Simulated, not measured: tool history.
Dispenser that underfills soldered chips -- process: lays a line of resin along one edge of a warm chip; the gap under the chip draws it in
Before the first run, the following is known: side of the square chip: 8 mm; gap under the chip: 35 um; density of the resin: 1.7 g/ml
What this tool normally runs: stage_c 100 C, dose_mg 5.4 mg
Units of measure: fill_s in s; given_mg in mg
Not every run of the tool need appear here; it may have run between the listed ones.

{"run": 1, "hour": 0.0, "stage_c": 100, "dose_mg": 5.4, "fill_s": 80.9, "given_mg": 5.24}
{"run": 2, "hour": 8.0, "stage_c": 100, "dose_mg": 5.75, "fill_s": 122.4, "given_mg": 5.61}
{"run": 3, "hour": 24.4, "stage_c": 96, "dose_mg": 5.4, "fill_s": 142.3, "given_mg": 5.16}
{"run": 4, "hour": 37.2, "stage_c": 100, "dose_mg": 5.4, "fill_s": 105, "given_mg": 5.22}
{"run": 5, "hour": 52.9, "stage_c": 100, "dose_mg": 5.4, "fill_s": 100.1, "given_mg": 5.17}
{"run": 6, "hour": 62.2, "stage_c": 100, "dose_mg": 5.4, "fill_s": 69.7, "given_mg": 5.21}
{"run": 7, "hour": 69.9, "stage_c": 108, "dose_mg": 4.87, "fill_s": 82.4, "given_mg": 4.63}
{"run": 8, "hour": 82.7, "stage_c": 87, "dose_mg": 6.17, "fill_s": 129.4, "given_mg": 5.88}
{"run": 9, "hour": 97.7, "stage_c": 113, "dose_mg": 5.4, "fill_s": 51.4, "given_mg": 5.05}
{"run": 10, "hour": 111.4, "stage_c": 108, "dose_mg": 5.88, "fill_s": 50, "given_mg": 5.44}
{"run": 11, "hour": 125.8, "stage_c": 93, "dose_mg": 6.05, "fill_s": 79.1, "given_mg": 5.63}
{"run": 12, "hour": 137.6, "stage_c": 94, "dose_mg": 6.19, "fill_s": 145.3, "given_mg": 5.72}

Put back what was entered between runs (8 entries, withheld): which listed runs does each sit between, and how does the hidden state differ from the listed run before to the listed run after?
In the gap between runs 2 and 3: new syringe of resin (hour 10.2)
  resin's viscosity, % of fresh resin's: 216.7 -> 215.5; dose that the valve gives, % of what is set: 98.1 -> 97.38; true chip temperature over the reading, C: 1.13 -> 1.2
  difference, measured minus the result without the unlogged condition, fill_s: +63.6 -> +73.3 s; given_mg: -0.11 -> -0.14 mg
In the gap between runs 3 and 4: new syringe of resin (hour 26)
  resin's viscosity, % of fresh resin's: 215.5 -> 184; dose that the valve gives, % of what is set: 97.38 -> 96.85; true chip temperature over the reading, C: 1.2 -> 1.25
  difference, measured minus the result without the unlogged condition, fill_s: +73.3 -> +45.4 s; given_mg: -0.14 -> -0.17 mg
In the gap between runs 4 and 5: new syringe of resin (hour 42.6)
  resin's viscosity, % of fresh resin's: 184 -> 176.3; dose that the valve gives, % of what is set: 96.85 -> 96.21; true chip temperature over the reading, C: 1.25 -> 1.32
  difference, measured minus the result without the unlogged condition, fill_s: +45.4 -> +41 s; given_mg: -0.17 -> -0.2 mg
In the gap between runs 5 and 6: new syringe of resin (hour 59)
  resin's viscosity, % of fresh resin's: 176.3 -> 120.4; dose that the valve gives, % of what is set: 96.21 -> 95.84; true chip temperature over the reading, C: 1.32 -> 1.36
  difference, measured minus the result without the unlogged condition, fill_s: +41 -> +9.5 s; given_mg: -0.2 -> -0.23 mg
In the gap between runs 7 and 8: new syringe of resin (hour 75.8)
  resin's viscosity, % of fresh resin's: 183.2 -> 143.9; dose that the valve gives, % of what is set: 95.53 -> 95.01; true chip temperature over the reading, C: 1.39 -> 1.45
  difference, measured minus the result without the unlogged condition, fill_s: +35.9 -> +35 s; given_mg: -0.21 -> -0.3 mg
In the gap between runs 8 and 9: new syringe of resin (hour 91.6)
  resin's viscosity, % of fresh resin's: 143.9 -> 141.4; dose that the valve gives, % of what is set: 95.01 -> 94.41; true chip temperature over the reading, C: 1.45 -> 1.51
  difference, measured minus the result without the unlogged condition, fill_s: +35 -> +13.7 s; given_mg: -0.3 -> -0.3 mg
In the gap between runs 9 and 10: new syringe of resin (hour 108)
  resin's viscosity, % of fresh resin's: 141.4 -> 119.8; dose that the valve gives, % of what is set: 94.41 -> 93.86; true chip temperature over the reading, C: 1.51 -> 1.57
  difference, measured minus the result without the unlogged condition, fill_s: +13.7 -> +6.3 s; given_mg: -0.3 -> -0.36 mg
In the gap between runs 10 and 11: new syringe of resin (hour 124)
  resin's viscosity, % of fresh resin's: 119.8 -> 110.5; dose that the valve gives, % of what is set: 93.86 -> 93.32; true chip temperature over the reading, C: 1.57 -> 1.63
  difference, measured minus the result without the unlogged condition, fill_s: +6.3 -> +3.9 s; given_mg: -0.36 -> -0.4 mg
